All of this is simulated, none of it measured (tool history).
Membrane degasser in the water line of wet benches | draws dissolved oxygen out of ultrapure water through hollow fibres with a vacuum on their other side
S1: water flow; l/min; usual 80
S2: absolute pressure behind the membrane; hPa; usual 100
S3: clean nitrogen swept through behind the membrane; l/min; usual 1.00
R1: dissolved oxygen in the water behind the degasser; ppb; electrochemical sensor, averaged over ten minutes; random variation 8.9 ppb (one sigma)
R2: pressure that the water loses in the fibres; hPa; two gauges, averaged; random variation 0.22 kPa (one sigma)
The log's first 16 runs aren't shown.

{"run": 17, "day": 81.321, "S1": 80, "S2": 205, "S3": 0.99, "R1": 1966.3, "R2": 522.6}
{"run": 18, "day": 86.45, "S1": 79, "S2": 146, "S3": 0.99, "R1": 1384.3, "R2": 511.6}
{"run": 19, "day": 92.275, "S1": 50, "S2": 100, "S3": 1.91, "R1": 378.3, "R2": 327.1}
{"run": 20, "day": 95.721, "S1": 50, "S2": 144, "S3": 1.26, "R1": 829.0, "R2": 324.2}
{"run": 21, "day": 99.188, "S1": 50, "S2": 144, "S3": 1.26, "R1": 813.3, "R2": 323.1}
{"run": 22, "day": 105.604, "S1": 80, "S2": 100, "S3": 0.46, "R1": 1337.7, "R2": 518.2}
{"run": 23, "day": 113.262, "S1": 80, "S2": 249, "S3": 1.16, "R1": 2116.8, "R2": 518.3}
{"run": 24, "day": 117.371, "S1": 80, "S2": 205, "S3": 0.49, "R1": 2823.7, "R2": 516.4}
{"run": 25, "day": 123.088, "S1": 90, "S2": 100, "S3": 1.0, "R1": 988.4, "R2": 578.8}
{"run": 26, "day": 128.192, "S1": 99, "S2": 91, "S3": 2.45, "R1": 566.0, "R2": 637.0}
{"run": 27, "day": 135.496, "S1": 99, "S2": 218, "S3": 2.45, "R1": 1388.5, "R2": 637.7}
{"run": 28, "day": 141.896, "S1": 80, "S2": 99, "S3": 2.77, "R1": 439.3, "R2": 507.8}
{"run": 29, "day": 147.517, "S1": 80, "S2": 99, "S3": 2.77, "R1": 436.8, "R2": 509.5}
{"run": 30, "day": 151.633, "S1": 81, "S2": 100, "S3": 0.57, "R1": 1233.7, "R2": 518.8}
{"day": 154.871, "done": "seals of the vacuum lines changed"}
{"run": 31, "day": 157.233, "S1": 90, "S2": 104, "S3": 1.13, "R1": 971.1, "R2": 571.2}
{"run": 32, "day": 164.496, "S1": 52, "S2": 194, "S3": 1.0, "R1": 1393.7, "R2": 334.0}
{"run": 33, "day": 168.346, "S1": 105, "S2": 246, "S3": 0.68, "R1": 3242.4, "R2": 667.9}

Forecast each of these 3 alternatives for the next run:
{"run": "A", "day": 174.442, "S1": 93, "S2": 132, "S3": 1.0, "R1": "?", "R2": "?"}
{"run": "B", "day": 174.442, "S1": 80, "S2": 79, "S3": 1.0, "R1": "?", "R2": "?"}
{"run": "C", "day": 174.442, "S1": 61, "S2": 246, "S3": 0.68, "R1": "?", "R2": "?"}

run=A R1=1406.7 R2=588.8
run=B R1=646.5 R2=508.1
run=C R1=2452.3 R2=386.7
Without the tool's hidden state the same runs would have given:
run=A R1=1405.5 R2=608.1
run=B R1=645.5 R2=524.7
run=C R1=2451.7 R2=399.2
